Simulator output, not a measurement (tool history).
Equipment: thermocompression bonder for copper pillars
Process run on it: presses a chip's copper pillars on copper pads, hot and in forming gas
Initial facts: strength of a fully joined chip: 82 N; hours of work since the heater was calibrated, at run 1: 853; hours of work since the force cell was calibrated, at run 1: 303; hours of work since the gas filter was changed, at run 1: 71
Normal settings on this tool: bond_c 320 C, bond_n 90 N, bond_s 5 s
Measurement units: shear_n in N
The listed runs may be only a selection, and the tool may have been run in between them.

| run | hour | bond_c | bond_n | bond_s | hours of work since the heater was calibrated | hours of work since the force cell was calibrated | hours of work since the gas filter was changed | shear_n |
|---|---|---|---|---|---|---|---|---|
| 1 | 0 | 320 | 90 | 5 | 853 | 303 | 71 | 30.2 |
| 2 | 13.7 | 320 | 81 | 5 | 861 | 311 | 80 | 28 |
| 3 | 21.7 | 320 | 81 | 5 | 866 | 316 | 85 | 27.3 |
| 4 | 29.8 | 320 | 90 | 5 | 871 | 321 | 90 | 30.3 |
| 5 | 37.3 | 320 | 90 | 5 | 876 | 326 | 94 | 30.2 |
| 6 | 52.5 | 320 | 90 | 5 | 885 | 335 | 104 | 30.9 |
| 7 | 68.8 | 320 | 90 | 5 | 895 | 345 | 114 | 29.4 |
| 8 | 77.7 | 320 | 90 | 5 | 901 | 351 | 119 | 29.3 |
| 9 | 90.3 | 320 | 90 | 5 | 908 | 358 | 127 | 30.1 |
| 10 | 105.3 | 320 | 90 | 5 | 918 | 368 | 136 | 30.3 |
|  | 112.6 | forming gas filter changed |
| 11 | 118.7 | 337 | 90 | 5 | 926 | 376 | 4 | 38.6 |
| 12 | 127.8 | 337 | 90 | 5 | 931 | 381 | 9 | 39.4 |
| 13 | 134.8 | 320 | 90 | 5 | 936 | 386 | 14 | 30.6 |
|  | 137.9 | force cell calibrated |
| 14 | 150.8 | 320 | 90 | 5 | 944 | 8 | 23 | 30.4 |
| 15 | 166.9 | 320 | 62 | 5 | 954 | 18 | 33 | 21.1 |
| 16 | 177 | 305 | 116 | 15 | 961 | 24 | 39 | 46.3 |
| 17 | 188.5 | 320 | 92 | 5 | 968 | 31 | 46 | 30.4 |
|  | 197.1 | force cell calibrated, once more |
| 18 | 199.2 | 303 | 105 | 13 | 973 | 1 | 52 | 40 |
| 19 | 210.3 | 320 | 109 | 11 | 980 | 8 | 58 | 47.8 |
| 20 | 222.8 | 320 | 109 | 11 | 988 | 16 | 66 | 48 |
| 21 | 233 | 320 | 70 | 11 | 994 | 22 | 72 | 32.9 |
| 22 | 247.4 | 299 | 123 | 4 | 1003 | 31 | 81 | 26.6 |
| 23 | 263.6 | 339 | 79 | 6 | 1013 | 41 | 91 | 36.8 |
| 24 | 276.2 | 300 | 133 | 5 | 1021 | 49 | 99 | 34 |
| 25 | 289.4 | 300 | 133 | 5 | 1029 | 57 | 107 | 33.8 |
| 26 | 299.8 | 295 | 66 | 5 | 1035 | 63 | 114 | 14.4 |
| 27 | 311.3 | 295 | 63 | 5 | 1042 | 70 | 121 | 14 |

Take each entry between the runs: how does the hidden state at the last listed run before it differ from the hidden state at the first listed run after it?
In the gap between runs 10 and 11: forming gas filter changed (hour 112.6)
  true temperature of the bond over the reading, C: -2.6 -> -2.7; oxide that the forming gas leaves, % of the face: 2.71 -> 0.59
  the result without the hidden state subtracted from the measured one, shear_n: -2.3 -> -1.8 N
In the gap between runs 13 and 14: force cell calibrated (hour 137.9)
  force that reaches the chip, % of what is set: 98.3 -> 97.5; oxide that the forming gas leaves, % of the face: 0.75 -> 0.89
  the result without the hidden state subtracted from the measured one, shear_n: -1.8 -> -2.1 N
In the gap between runs 17 and 18: force cell calibrated, once more (hour 197.1)
  force that reaches the chip, % of what is set: 97.4 -> 99.9; oxide that the forming gas leaves, % of the face: 1.26 -> 1.35
  the result without the hidden state subtracted from the measured one, shear_n: -2.3 -> -1.9 N
